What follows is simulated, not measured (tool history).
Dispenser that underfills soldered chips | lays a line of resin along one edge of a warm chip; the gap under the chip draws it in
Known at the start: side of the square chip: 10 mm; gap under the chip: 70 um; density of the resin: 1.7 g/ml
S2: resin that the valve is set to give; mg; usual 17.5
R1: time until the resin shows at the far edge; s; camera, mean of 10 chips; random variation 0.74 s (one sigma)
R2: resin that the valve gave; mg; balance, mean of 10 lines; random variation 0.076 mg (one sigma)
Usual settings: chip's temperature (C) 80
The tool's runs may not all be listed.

Run 1, hour 0.0: usual settings. Result: R1 74.4 s, R2 16.99 mg.
Run 2, hour 4.4: usual settings. Result: R1 83.6 s, R2 16.91 mg.
Run 3, hour 12.7: usual settings. Result: R1 103.6 s, R2 16.93 mg.
At hour 17.1: new syringe of resin.
Run 4, hour 20.3: usual settings but chip's temperature (C) 76. Result: R1 91.7 s, R2 16.86 mg.
Run 5, hour 24.0: usual settings. Result: R1 87.5 s, R2 16.71 mg.
Run 6, hour 32.0: usual settings. Result: R1 107.4 s, R2 16.65 mg.
At hour 34.1: new syringe of resin.
Run 7, hour 37.3: usual settings. Result: R1 82.3 s, R2 16.78 mg.
Run 8, hour 44.4: usual settings. Result: R1 99.3 s, R2 16.65 mg.
At hour 46.2: dispensing valve cleaned and set on the balance.
At hour 51.8: new syringe of resin.
Run 9, hour 53.5: usual settings. Result: R1 76.7 s, R2 17.43 mg.
Run 10, hour 60.5: usual settings. Result: R1 91.3 s, R2 17.30 mg.
Run 11, hour 66.0: usual settings. Result: R1 105.8 s, R2 17.18 mg.
At hour 68.9: new syringe of resin.
Run 12, hour 71.9: usual settings but chip's temperature (C) 92, S2 19.9 mg. Result: R1 49.2 s, R2 19.58 mg.
Run 13, hour 76.4: usual settings but chip's temperature (C) 73, S2 19.3 mg. Result: R1 116.0 s, R2 19.02 mg.
Run 14, hour 80.2: usual settings but chip's temperature (C) 73, S2 19.3 mg. Result: R1 127.8 s, R2 18.90 mg.
At hour 85.6: new syringe of resin.
Run 15, hour 86.3: usual settings but chip's temperature (C) 73, S2 19.3 mg. Result: R1 98.9 s, R2 18.95 mg.
Run 16, hour 90.0: usual settings but chip's temperature (C) 71, S2 16.4 mg. Result: R1 122.8 s, R2 16.05 mg.
Run 17, hour 95.1: usual settings but chip's temperature (C) 71, S2 16.4 mg. Result: R1 140.4 s, R2 15.93 mg.

Forecast each of these 4 alternatives for the next run:
At hour 102.4: new syringe of resin.
Run A, hour 103.1: usual settings but S2 17.1 mg. Result: R1 ?, R2 ?.
At hour 102.4: new syringe of resin.
Run B, hour 103.1: usual settings but chip's temperature (C) 84. Result: R1 ?, R2 ?.
At hour 102.4: new syringe of resin.
Run C, hour 103.1: usual settings but chip's temperature (C) 91, S2 19.1 mg. Result: R1 ?, R2 ?.
At hour 102.4: new syringe of resin.
Run D, hour 103.1: usual settings but chip's temperature (C) 76, S2 15.6 mg. Result: R1 ?, R2 ?.

run    R1     R2
  A  75.7  16.62
  B  64.9  17.04
  C  47.7  18.55
  D  89.4  15.10
Without the tool's hidden state the same runs would have given:
run    R1     R2
  A  68.0  17.06
  B  58.5  17.49
  C  43.2  19.05
  D  80.1  15.50
